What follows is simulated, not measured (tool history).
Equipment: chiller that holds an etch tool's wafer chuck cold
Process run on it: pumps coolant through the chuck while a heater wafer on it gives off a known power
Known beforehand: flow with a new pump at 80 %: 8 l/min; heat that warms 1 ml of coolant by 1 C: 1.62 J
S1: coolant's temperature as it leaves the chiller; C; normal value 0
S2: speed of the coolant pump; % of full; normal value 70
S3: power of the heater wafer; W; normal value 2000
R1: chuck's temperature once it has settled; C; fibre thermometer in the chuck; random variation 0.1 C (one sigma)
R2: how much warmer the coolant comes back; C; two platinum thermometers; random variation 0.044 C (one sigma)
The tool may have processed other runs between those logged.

Run 1, day 0: usual settings. Result: R1 24.2 C, R2 10.77 C.
Run 2, day 3.812: usual settings. Result: R1 24 C, R2 10.66 C.
Run 3, day 6.062: usual settings. Result: R1 24.1 C, R2 10.71 C.
Run 4, day 9.129: usual settings. Result: R1 24.1 C, R2 10.74 C.
Run 5, day 12.442: usual settings but S3 1079 W. Result: R1 13.1 C, R2 5.78 C.
Run 6, day 16.738: usual settings but S3 1079 W. Result: R1 13.1 C, R2 5.8 C.
Run 7, day 20.379: usual settings but S3 1079 W. Result: R1 13 C, R2 5.81 C.
Run 8, day 23.512: usual settings but S1 -8 C. Result: R1 16.1 C, R2 10.72 C.
Run 9, day 26.492: usual settings but S3 1412 W. Result: R1 17.3 C, R2 7.67 C.
Run 10, day 30.596: usual settings but S3 1412 W. Result: R1 17.1 C, R2 7.58 C.
Run 11, day 34.975: usual settings but S1 9 C. Result: R1 33 C, R2 10.87 C.
Run 12, day 36.992: usual settings. Result: R1 24.1 C, R2 10.77 C.
Run 13, day 40.221: usual settings. Result: R1 24.3 C, R2 10.83 C.
Run 14, day 43.888: usual settings. Result: R1 24.2 C, R2 10.79 C.
Run 15, day 45.812: usual settings. Result: R1 24.1 C, R2 10.87 C.
Run 16, day 49.758: usual settings but S3 2589 W. Result: R1 31.3 C, R2 13.96 C.
Run 17, day 52.046: usual settings but S1 2 C, S2 83 % of full, S3 2589 W. Result: R1 29.2 C, R2 11.63 C.
Run 18, day 55.442: usual settings but S1 -5 C, S3 1950 W. Result: R1 18.5 C, R2 10.51 C.
Run 19, day 58.162: usual settings but S1 -5 C, S3 1950 W. Result: R1 18.6 C, R2 10.53 C.
Run 20, day 60.604: usual settings but S2 94 % of full, S3 1340 W. Result: R1 12.7 C, R2 5.43 C.
Run 21, day 63.171: usual settings but S2 94 % of full, S3 1340 W. Result: R1 12.6 C, R2 5.43 C.
Run 22, day 66.221: usual settings but S2 94 % of full, S3 1340 W. Result: R1 12.7 C, R2 5.44 C.
Run 23, day 69.938: usual settings but S1 -9 C, S3 1105 W. Result: R1 4.3 C, R2 6.09 C.

Run 24 is up next; what results do you expect?
Run 24, day 72.708: usual settings but S1 6 C, S2 64 % of full. Result: R1 ?, R2 ?.

Run 24 came out at R1 32.1 C, R2 11.91 C.
The same run, on a tool lacking any hidden state, would have yielded R1 32.1 C, R2 11.67 C.

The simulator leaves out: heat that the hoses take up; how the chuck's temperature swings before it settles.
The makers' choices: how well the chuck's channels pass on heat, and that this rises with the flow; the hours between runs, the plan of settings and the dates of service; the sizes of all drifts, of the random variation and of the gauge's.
